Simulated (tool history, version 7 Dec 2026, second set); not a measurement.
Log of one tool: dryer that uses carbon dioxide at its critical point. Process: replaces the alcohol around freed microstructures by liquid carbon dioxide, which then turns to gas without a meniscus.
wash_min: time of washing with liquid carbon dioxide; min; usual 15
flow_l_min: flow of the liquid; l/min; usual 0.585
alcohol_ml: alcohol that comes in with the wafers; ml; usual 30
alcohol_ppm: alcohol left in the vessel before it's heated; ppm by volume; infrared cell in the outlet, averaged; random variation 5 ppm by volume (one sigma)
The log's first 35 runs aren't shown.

run	day	wash_min	flow_l_min	alcohol_ml	alcohol_ppm
36	15.438	15	0.393	34	608
37	16.000	20	0.497	64	296
38	16.704	19	0.429	57	379
39	17.304	19	0.429	57	394
40	17.642	11	0.429	61	1860
# day 17.938: purifier's bed changed
41	18.133	9	0.742	61	310
42	18.558	12	0.412	30	641
43	18.933	11	0.927	97	47
44	19.617	11	0.927	97	47
45	20.212	11	0.805	60	71
46	20.529	10	0.805	34	75
47	21.188	10	0.805	34	88

Forecast each of these 4 alternatives for the next run:
A	21.504	19	0.805	25	?
B	21.504	15	0.805	68	?
C	21.504	15	0.461	30	?
D	21.504	15	0.585	25	?

run	alcohol_ppm
A	17
B	40
C	178
D	55
Without the tool's hidden state the same runs would have given:
run	alcohol_ppm
A	0
B	14
C	99
D	20

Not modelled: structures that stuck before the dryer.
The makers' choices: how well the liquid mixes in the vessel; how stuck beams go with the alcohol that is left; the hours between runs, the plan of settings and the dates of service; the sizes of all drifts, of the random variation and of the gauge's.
